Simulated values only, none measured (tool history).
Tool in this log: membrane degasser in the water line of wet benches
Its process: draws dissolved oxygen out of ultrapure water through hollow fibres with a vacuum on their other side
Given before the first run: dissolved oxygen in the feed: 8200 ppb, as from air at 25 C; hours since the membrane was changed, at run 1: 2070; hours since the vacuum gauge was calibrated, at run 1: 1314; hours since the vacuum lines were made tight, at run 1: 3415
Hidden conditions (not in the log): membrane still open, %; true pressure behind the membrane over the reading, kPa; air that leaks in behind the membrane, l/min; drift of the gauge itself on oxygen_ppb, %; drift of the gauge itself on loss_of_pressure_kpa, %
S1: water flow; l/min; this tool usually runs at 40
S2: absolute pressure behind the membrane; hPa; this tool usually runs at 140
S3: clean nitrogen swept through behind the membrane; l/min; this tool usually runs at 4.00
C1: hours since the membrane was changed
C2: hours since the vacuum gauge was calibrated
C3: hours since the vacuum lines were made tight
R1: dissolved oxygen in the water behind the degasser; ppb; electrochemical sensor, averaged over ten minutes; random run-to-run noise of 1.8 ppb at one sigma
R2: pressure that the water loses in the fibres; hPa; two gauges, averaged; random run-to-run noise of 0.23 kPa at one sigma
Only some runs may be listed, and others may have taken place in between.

run,hour,S1,S2,S3,C1,C2,C3,R1,R2
1,0.0,40,140,4.00,2070,1314,3415,258.1,603.2
2,58.8,40,140,4.00,2128,1372,3474,254.3,599.8
3,193.9,40,140,4.00,2263,1507,3609,258.1,602.3
4,299.4,40,140,4.00,2369,1613,3715,256.9,601.4
5,442.8,40,140,3.59,2512,1756,3858,279.6,599.2
6,563.1,40,140,11.31,2633,1877,3978,100.7,603.3
7,653.7,40,140,4.00,2723,1967,4069,258.5,603.8
8,719.9,40,140,4.00,2789,2033,4135,255.9,605.2
9,829.2,40,140,4.00,2899,2143,4245,261.3,600.7
10,890.8,40,140,4.89,2960,2204,4306,216.6,605.0
11,1011.6,40,140,4.89,3081,2325,4427,218.5,604.5
12,1131.8,54,140,4.00,3201,2445,4547,358.2,823.2
13,1261.3,40,91,4.00,3331,2575,4677,147.2,603.6
14,1351.9,40,91,4.00,3421,2665,4767,149.3,604.8
15,1463.1,40,162,6.91,3533,2777,4879,189.3,608.4
16,1602.9,25,140,4.34,3672,2916,5018,154.2,381.2
17,1717.3,40,140,10.11,3787,3031,5133,112.1,609.4
# hour 1724.5: vacuum gauge calibrated
18,1798.8,40,140,4.24,3868,74,5214,248.8,608.0
19,1858.5,24,140,8.66,3928,134,5273,76.7,366.4
20,1995.1,24,140,8.66,4064,271,5410,77.5,362.1
21,2092.6,55,140,10.07,4162,368,5507,180.6,841.8
22,2234.0,55,140,10.07,4303,510,5649,179.1,837.6

Estimate the outcome of run 23 from the log above:
# hour 2285.3: vacuum gauge calibrated, once more
23,2319.2,55,140,10.07,4388,34,5734,?,?

{"run 23": {"R1": 179.9, "R2": 838.9}}
Minus the tool's unlogged condition, the same run would have read R1 174.8 ppb, R2 817.2 hPa.

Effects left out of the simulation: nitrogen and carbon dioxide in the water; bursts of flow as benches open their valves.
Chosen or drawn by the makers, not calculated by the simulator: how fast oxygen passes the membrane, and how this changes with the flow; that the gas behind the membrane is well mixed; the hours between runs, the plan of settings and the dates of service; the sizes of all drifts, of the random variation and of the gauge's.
